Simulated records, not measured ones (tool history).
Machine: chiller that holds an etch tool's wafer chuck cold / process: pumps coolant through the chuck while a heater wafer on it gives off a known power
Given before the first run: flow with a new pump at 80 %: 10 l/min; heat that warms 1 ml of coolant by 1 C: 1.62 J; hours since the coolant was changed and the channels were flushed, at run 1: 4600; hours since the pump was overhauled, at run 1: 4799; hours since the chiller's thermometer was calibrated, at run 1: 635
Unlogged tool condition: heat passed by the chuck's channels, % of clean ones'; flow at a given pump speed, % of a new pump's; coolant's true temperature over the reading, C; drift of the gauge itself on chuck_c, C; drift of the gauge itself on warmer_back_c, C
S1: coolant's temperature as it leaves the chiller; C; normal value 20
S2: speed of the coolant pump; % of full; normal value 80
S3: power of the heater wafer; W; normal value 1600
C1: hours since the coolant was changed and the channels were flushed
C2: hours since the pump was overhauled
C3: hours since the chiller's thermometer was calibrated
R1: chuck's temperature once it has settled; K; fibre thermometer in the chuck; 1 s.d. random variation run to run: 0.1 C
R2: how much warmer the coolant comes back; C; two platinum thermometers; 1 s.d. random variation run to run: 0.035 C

run 1 hour=0 | S1=20 S2=80 S3=1600 | C1=4600 C2=4799 C3=635 | R1=309.35 R2=6.22
run 2 hour=145.2 | S1=10 S2=80 S3=1600 | C1=4745 C2=4944 C3=780 | R1=299.35 R2=6.16
run 3 hour=259.1 | S1=10 S2=80 S3=1600 | C1=4859 C2=5058 C3=894 | R1=299.55 R2=6.2
run 4 hour=392.6 | S1=20 S2=88 S3=1600 | C1=4993 C2=5191 C3=1028 | R1=308.55 R2=5.59
run 5 hour=504.1 | S1=20 S2=88 S3=1600 | C1=5104 C2=5303 C3=1139 | R1=308.55 R2=5.57
run 6 hour=703.3 | S1=20 S2=88 S3=1600 | C1=5303 C2=5502 C3=1338 | R1=308.85 R2=5.62
run 7 hour=827.5 | S1=26 S2=80 S3=1600 | C1=5427 C2=5626 C3=1463 | R1=315.65 R2=6.25
run 8 hour=1019.2 | S1=20 S2=86 S3=1600 | C1=5619 C2=5818 C3=1654 | R1=308.65 R2=5.78
run 9 hour=1172.8 | S1=11 S2=71 S3=1600 | C1=5773 C2=5972 C3=1808 | R1=302.25 R2=7.29
-- hour=1184.8 chiller's thermometer calibrated
run 10 hour=1359.7 | S1=11 S2=71 S3=1600 | C1=5959 C2=6158 C3=175 | R1=302.35 R2=7.34
run 11 hour=1503.5 | S1=11 S2=71 S3=1600 | C1=6103 C2=6301 C3=319 | R1=302.35 R2=7.21
-- hour=1649 chiller's thermometer calibrated, once more
run 12 hour=1690 | S1=29 S2=80 S3=1308 | C1=6288 C2=6487 C3=41 | R1=316.15 R2=5.16
-- hour=1805.3 coolant pump overhauled
run 13 hour=1828.5 | S1=29 S2=80 S3=1308 | C1=6421 C2=23 C3=174 | R1=315.75 R2=4.84
run 14 hour=1994.9 | S1=24 S2=62 S3=867 | C1=6588 C2=190 C3=341 | R1=307.85 R2=4.29
run 15 hour=2110.3 | S1=20 S2=76 S3=2335 | C1=6703 C2=305 C3=456 | R1=318.45 R2=9.18
run 16 hour=2235.9 | S1=27 S2=75 S3=1822 | C1=6829 C2=431 C3=582 | R1=319.85 R2=7.22

How the hidden state differs across the entries between the runs, from the last listed run before each to the first after it:
From run 9 to run 10: chiller's thermometer calibrated (hour 1184.8)
  heat passed by the chuck's channels, % of clean ones': 84.1 -> 83.6; flow at a given pump speed, % of a new pump's: 94.1 -> 93.9; coolant's true temperature over the reading, C: -0.27 -> -0.39
  measured less the result without the state, R1: +2.5 -> +2.6 K; R2: +0.43 -> +0.44 C
From run 11 to run 12: chiller's thermometer calibrated, once more (hour 1649)
  heat passed by the chuck's channels, % of clean ones': 83.3 -> 82.7; flow at a given pump speed, % of a new pump's: 93.8 -> 93.6; coolant's true temperature over the reading, C: -0.41 -> -0.05
  measured less the result without the state, R1: +2.6 -> +2.3 K; R2: +0.45 -> +0.33 C
From run 12 to run 13: coolant pump overhauled (hour 1805.3)
  heat passed by the chuck's channels, % of clean ones': 82.7 -> 82.4; flow at a given pump speed, % of a new pump's: 93.6 -> 100.1; coolant's true temperature over the reading, C: -0.05 -> -0.07
  measured less the result without the state, R1: +2.3 -> +1.8 K; R2: +0.33 -> -0.01 C
